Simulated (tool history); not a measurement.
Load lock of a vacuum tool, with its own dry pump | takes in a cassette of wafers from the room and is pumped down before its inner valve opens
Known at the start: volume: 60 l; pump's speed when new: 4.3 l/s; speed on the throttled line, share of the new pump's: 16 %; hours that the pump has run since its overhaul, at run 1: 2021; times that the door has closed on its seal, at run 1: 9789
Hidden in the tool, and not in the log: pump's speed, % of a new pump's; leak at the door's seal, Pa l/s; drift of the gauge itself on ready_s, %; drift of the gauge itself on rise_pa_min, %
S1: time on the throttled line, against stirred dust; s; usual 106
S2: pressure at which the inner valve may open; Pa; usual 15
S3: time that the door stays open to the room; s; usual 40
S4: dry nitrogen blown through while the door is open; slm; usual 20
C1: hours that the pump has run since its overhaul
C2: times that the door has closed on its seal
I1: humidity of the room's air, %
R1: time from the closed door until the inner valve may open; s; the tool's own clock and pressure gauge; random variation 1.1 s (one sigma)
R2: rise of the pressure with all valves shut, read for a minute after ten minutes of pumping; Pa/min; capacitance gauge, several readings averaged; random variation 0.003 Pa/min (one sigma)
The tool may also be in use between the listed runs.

run      day   S1  S2   S3  S4    C1     C2    I1     R1     R2
  1    0.000  106  15   40  20  2021   9789  46.1  215.9  0.175
  2   20.796   55  15   40  20  2520  12207  45.4  172.8  0.217
  3   41.338   55  15   40  20  3013  14594  44.3  173.8  0.272
  4   69.833   55  15   40  20  3697  17906  42.3  170.9  0.354
  5   95.675   55  15   40  20  4318  20909  43.4  173.1  0.440
  6  114.162   55  15   40  20  4761  23058  42.4  175.2  0.513
     125.342  -- door's seal changed, seat wiped
  7  134.383   55  15   40  20  5245   1051  45.3  175.9  0.045
  8  160.221   55  15  131   7  5865   4054  45.2  175.5  0.157
  9  188.288  104  15   89   9  6539   7316  46.6  217.2  0.163
 10  217.562  106  15   40  20  7241  10718  45.4  215.8  0.172
 11  240.200   78  15   70  36  7785  13349  46.0  196.2  0.230
 12  252.817  106  28   40  13  8087  14816  43.6  209.6  0.248
 13  278.346  162  15  137   7  8700  17783  44.5  268.0  0.410
 14  292.950  148  18   40  14  9051  19480  43.5  252.5  0.373

4 ways to go on from here, each from the tool as it stands after run 14. What would each give?
  A  305.392  115  15   40  10  9349  20926  44.5   ?   ?
  B  305.392  148  23   71   8  9349  20926  42.4   ?   ?
  C  305.392  106  10  234  20  9349  20926  44.1   ?   ?
  D  305.392   58  15   40  20  9349  20926  44.8   ?   ?

run     R1     R2
  A  229.5  0.422
  B  249.0  0.445
  C  227.9  0.519
  D  181.6  0.415
Without the tool's hidden state the same runs would have given:
run     R1     R2
  A  221.0  0.044
  B  241.4  0.069
  C  218.5  0.143
  D  172.1  0.037
